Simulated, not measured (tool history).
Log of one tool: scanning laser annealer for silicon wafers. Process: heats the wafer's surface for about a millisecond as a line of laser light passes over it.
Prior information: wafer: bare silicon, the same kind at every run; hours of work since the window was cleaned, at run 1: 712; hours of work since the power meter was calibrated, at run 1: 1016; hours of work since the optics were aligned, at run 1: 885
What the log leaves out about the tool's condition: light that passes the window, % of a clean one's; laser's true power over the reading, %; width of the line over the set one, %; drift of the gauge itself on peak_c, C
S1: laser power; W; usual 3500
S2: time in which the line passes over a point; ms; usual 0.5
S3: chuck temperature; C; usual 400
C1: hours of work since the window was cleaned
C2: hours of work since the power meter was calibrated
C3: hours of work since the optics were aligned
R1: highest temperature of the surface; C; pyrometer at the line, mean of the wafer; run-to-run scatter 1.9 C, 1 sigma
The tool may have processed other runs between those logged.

run 1 hour=0 | S1=3500 S2=0.5 S3=400 | C1=712 C2=1016 C3=885 | R1=1159
run 2 hour=61.5 | S1=3500 S2=0.5 S3=384 | C1=750 C2=1055 C3=924 | R1=1140
run 3 hour=124.1 | S1=3500 S2=0.5 S3=391 | C1=790 C2=1094 C3=963 | R1=1144
run 4 hour=187.7 | S1=3500 S2=0.5 S3=391 | C1=830 C2=1134 C3=1003 | R1=1143
run 5 hour=238.7 | S1=3500 S2=0.5 S3=391 | C1=862 C2=1166 C3=1035 | R1=1143
-- hour=268.4 window over the wafer cleaned
run 6 hour=309.1 | S1=3500 S2=0.5 S3=400 | C1=26 C2=1209 C3=1079 | R1=1182
-- hour=330.9 optics aligned, line set to its width
run 7 hour=369.1 | S1=3500 S2=0.5 S3=400 | C1=60 C2=1244 C3=24 | R1=1204
run 8 hour=422.7 | S1=3500 S2=0.5 S3=400 | C1=94 C2=1277 C3=58 | R1=1203
run 9 hour=490.8 | S1=3500 S2=0.5 S3=367 | C1=137 C2=1320 C3=101 | R1=1168
run 10 hour=533 | S1=3500 S2=0.356 S3=367 | C1=163 C2=1347 C3=127 | R1=1031
run 11 hour=564.8 | S1=3500 S2=0.356 S3=367 | C1=183 C2=1367 C3=147 | R1=1033
run 12 hour=614.5 | S1=3500 S2=0.356 S3=367 | C1=214 C2=1398 C3=178 | R1=1029
run 13 hour=678.8 | S1=3500 S2=0.356 S3=367 | C1=255 C2=1438 C3=219 | R1=1025
run 14 hour=709.9 | S1=3500 S2=0.356 S3=367 | C1=274 C2=1458 C3=238 | R1=1024
run 15 hour=739.2 | S1=3500 S2=0.559 S3=404 | C1=293 C2=1476 C3=257 | R1=1242
run 16 hour=787.9 | S1=3120 S2=0.559 S3=384 | C1=324 C2=1507 C3=287 | R1=1115
run 17 hour=855.2 | S1=3812 S2=0.351 S3=428 | C1=366 C2=1549 C3=330 | R1=1146
run 18 hour=918 | S1=3812 S2=0.351 S3=428 | C1=405 C2=1589 C3=369 | R1=1143
run 19 hour=981.7 | S1=3500 S2=0.5 S3=415 | C1=445 C2=1629 C3=409 | R1=1194
run 20 hour=1013.1 | S1=3500 S2=0.61 S3=400 | C1=465 C2=1649 C3=429 | R1=1263
run 21 hour=1065.4 | S1=3184 S2=0.472 S3=392 | C1=498 C2=1682 C3=462 | R1=1074
run 22 hour=1110.9 | S1=3184 S2=0.428 S3=392 | C1=527 C2=1710 C3=491 | R1=1032
run 23 hour=1178.1 | S1=3184 S2=0.428 S3=392 | C1=569 C2=1752 C3=533 | R1=1029
run 24 hour=1214.2 | S1=3013 S2=0.43 S3=374 | C1=592 C2=1775 C3=555 | R1=971
run 25 hour=1259 | S1=3013 S2=0.43 S3=374 | C1=620 C2=1803 C3=584 | R1=970
run 26 hour=1318.9 | S1=3184 S2=0.53 S3=400 | C1=657 C2=1841 C3=621 | R1=1114
run 27 hour=1377.6 | S1=3555 S2=0.579 S3=400 | C1=694 C2=1878 C3=658 | R1=1245
run 28 hour=1426.1 | S1=3555 S2=0.478 S3=390 | C1=725 C2=1908 C3=689 | R1=1147

Forecast each of these 3 alternatives for the next run:
run A hour=1471.2 | S1=3066 S2=0.494 S3=384 | C1=753 C2=1937 C3=717 | R1=?
run B hour=1471.2 | S1=3041 S2=0.5 S3=400 | C1=753 C2=1937 C3=717 | R1=?
run C hour=1471.2 | S1=3573 S2=0.578 S3=438 | C1=753 C2=1937 C3=717 | R1=?

run=A R1=1031
run=B R1=1047
run=C R1=1282
With the hidden condition removed and each run's random variation left untouched, the same runs would have given:
run=A R1=1069
run=B R1=1086
run=C R1=1332
